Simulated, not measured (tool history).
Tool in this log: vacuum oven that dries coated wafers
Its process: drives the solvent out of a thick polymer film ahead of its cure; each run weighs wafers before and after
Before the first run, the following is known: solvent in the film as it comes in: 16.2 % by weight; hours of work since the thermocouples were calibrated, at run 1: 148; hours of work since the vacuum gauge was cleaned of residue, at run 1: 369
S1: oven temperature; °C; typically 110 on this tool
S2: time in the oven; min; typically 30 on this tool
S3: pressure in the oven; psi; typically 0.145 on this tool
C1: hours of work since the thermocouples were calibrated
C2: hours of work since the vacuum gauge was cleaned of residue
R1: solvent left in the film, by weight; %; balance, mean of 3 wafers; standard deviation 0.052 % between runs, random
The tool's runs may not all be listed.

{"run": 1, "day": 0.0, "S1": 110, "S2": 30, "S3": 0.145, "C1": 148, "C2": 369, "R1": 1.56}
{"run": 2, "day": 0.871, "S1": 110, "S2": 30, "S3": 0.145, "C1": 157, "C2": 379, "R1": 1.59}
{"run": 3, "day": 1.758, "S1": 110, "S2": 30, "S3": 0.193, "C1": 167, "C2": 389, "R1": 2.11}
{"run": 4, "day": 2.546, "S1": 110, "S2": 30, "S3": 0.193, "C1": 175, "C2": 397, "R1": 1.88}
{"run": 5, "day": 2.996, "S1": 110, "S2": 30, "S3": 0.193, "C1": 180, "C2": 402, "R1": 1.95}
{"run": 6, "day": 3.879, "S1": 110, "S2": 30, "S3": 0.193, "C1": 190, "C2": 412, "R1": 2.09}
{"run": 7, "day": 4.733, "S1": 110, "S2": 49, "S3": 0.145, "C1": 199, "C2": 421, "R1": 1.14}
{"run": 8, "day": 5.446, "S1": 110, "S2": 53, "S3": 0.145, "C1": 207, "C2": 429, "R1": 1.0}
{"run": 9, "day": 6.0, "S1": 111, "S2": 30, "S3": 0.145, "C1": 213, "C2": 435, "R1": 1.51}
{"run": 10, "day": 6.796, "S1": 111, "S2": 30, "S3": 0.145, "C1": 222, "C2": 444, "R1": 1.51}
{"run": 11, "day": 7.579, "S1": 111, "S2": 30, "S3": 0.145, "C1": 231, "C2": 452, "R1": 1.51}
{"run": 12, "day": 8.075, "S1": 110, "S2": 30, "S3": 0.431, "C1": 236, "C2": 458, "R1": 3.48}
{"day": 8.221, "done": "vacuum gauge cleaned of residue and calibrated"}
{"run": 13, "day": 8.925, "S1": 110, "S2": 30, "S3": 0.431, "C1": 245, "C2": 8, "R1": 3.36}
{"run": 14, "day": 9.742, "S1": 110, "S2": 41, "S3": 0.431, "C1": 254, "C2": 17, "R1": 3.05}
{"run": 15, "day": 10.138, "S1": 110, "S2": 41, "S3": 0.431, "C1": 258, "C2": 21, "R1": 3.0}
{"run": 16, "day": 10.779, "S1": 110, "S2": 41, "S3": 0.431, "C1": 265, "C2": 28, "R1": 3.06}
{"run": 17, "day": 11.288, "S1": 110, "S2": 41, "S3": 0.431, "C1": 270, "C2": 34, "R1": 3.06}
{"day": 11.679, "done": "vacuum gauge cleaned of residue and calibrated, once more"}
{"run": 18, "day": 11.95, "S1": 110, "S2": 30, "S3": 0.145, "C1": 277, "C2": 3, "R1": 1.67}
{"run": 19, "day": 12.454, "S1": 110, "S2": 30, "S3": 0.145, "C1": 283, "C2": 8, "R1": 1.65}
{"run": 20, "day": 13.025, "S1": 122, "S2": 30, "S3": 0.141, "C1": 289, "C2": 15, "R1": 0.58}
{"run": 21, "day": 13.55, "S1": 107, "S2": 30, "S3": 0.145, "C1": 295, "C2": 20, "R1": 2.21}
{"run": 22, "day": 14.012, "S1": 107, "S2": 30, "S3": 0.145, "C1": 300, "C2": 26, "R1": 2.1}
{"run": 23, "day": 14.804, "S1": 110, "S2": 40, "S3": 0.078, "C1": 308, "C2": 34, "R1": 0.71}
{"run": 24, "day": 15.646, "S1": 110, "S2": 40, "S3": 0.078, "C1": 318, "C2": 43, "R1": 0.83}
{"run": 25, "day": 16.383, "S1": 108, "S2": 30, "S3": 0.145, "C1": 326, "C2": 52, "R1": 1.87}
{"run": 26, "day": 17.079, "S1": 97, "S2": 30, "S3": 0.569, "C1": 333, "C2": 59, "R1": 8.26}
{"run": 27, "day": 17.758, "S1": 97, "S2": 30, "S3": 0.569, "C1": 341, "C2": 67, "R1": 8.25}
{"run": 28, "day": 18.246, "S1": 117, "S2": 30, "S3": 0.1, "C1": 346, "C2": 72, "R1": 0.65}
{"run": 29, "day": 18.725, "S1": 117, "S2": 30, "S3": 0.1, "C1": 351, "C2": 77, "R1": 0.64}
{"run": 30, "day": 19.567, "S1": 117, "S2": 30, "S3": 0.1, "C1": 360, "C2": 86, "R1": 0.62}
{"run": 31, "day": 19.979, "S1": 118, "S2": 19, "S3": 0.141, "C1": 365, "C2": 91, "R1": 1.29}
{"run": 32, "day": 20.433, "S1": 122, "S2": 24, "S3": 0.141, "C1": 370, "C2": 96, "R1": 0.64}
{"run": 33, "day": 20.833, "S1": 122, "S2": 24, "S3": 0.141, "C1": 374, "C2": 100, "R1": 0.81}
{"run": 34, "day": 21.288, "S1": 113, "S2": 31, "S3": 0.386, "C1": 379, "C2": 105, "R1": 2.47}
{"run": 35, "day": 22.125, "S1": 110, "S2": 23, "S3": 0.276, "C1": 389, "C2": 114, "R1": 2.99}
{"run": 36, "day": 22.858, "S1": 100, "S2": 39, "S3": 0.276, "C1": 397, "C2": 122, "R1": 4.16}
{"run": 37, "day": 23.312, "S1": 111, "S2": 16, "S3": 0.102, "C1": 402, "C2": 127, "R1": 3.07}
{"run": 38, "day": 24.167, "S1": 105, "S2": 30, "S3": 0.096, "C1": 411, "C2": 137, "R1": 2.46}

Some steps in R1, run to run, broken into two amounts with sign: the step expected even without the hidden condition (settings, incoming material, random variation), and the rest, left for the hidden condition together with whatever gauge scatter is not in both the measured and the hidden-condition-free result:
The hidden state here: true wafer temperature over the reading, C; true pressure over the reading, kPa; drift of the gauge itself on solvent_pct, %.
Run 11 -> 12: S1 111 -> 110, S3 0.145 -> 0.431. R1 +1.97 %: hidden state +0.00, all else +1.97.
Run 12 -> 13: vacuum gauge cleaned of residue and calibrated. R1 -0.12 %: hidden state +0.07, all else -0.19.
Run 17 -> 18: S2 41 -> 30, S3 0.431 -> 0.145, vacuum gauge cleaned of residue and calibrated, once more. R1 -1.39 %: hidden state -0.20, all else -1.19.
Run 25 -> 26: S1 108 -> 97, S3 0.145 -> 0.569. R1 +6.39 %: hidden state +0.01, all else +6.38.
Run 27 -> 28: S1 97 -> 117, S3 0.569 -> 0.100. R1 -7.60 %: hidden state -0.02, all else -7.58.
Run 35 -> 36: S1 110 -> 100, S2 23 -> 39. R1 +1.17 %: hidden state +0.03, all else +1.14.

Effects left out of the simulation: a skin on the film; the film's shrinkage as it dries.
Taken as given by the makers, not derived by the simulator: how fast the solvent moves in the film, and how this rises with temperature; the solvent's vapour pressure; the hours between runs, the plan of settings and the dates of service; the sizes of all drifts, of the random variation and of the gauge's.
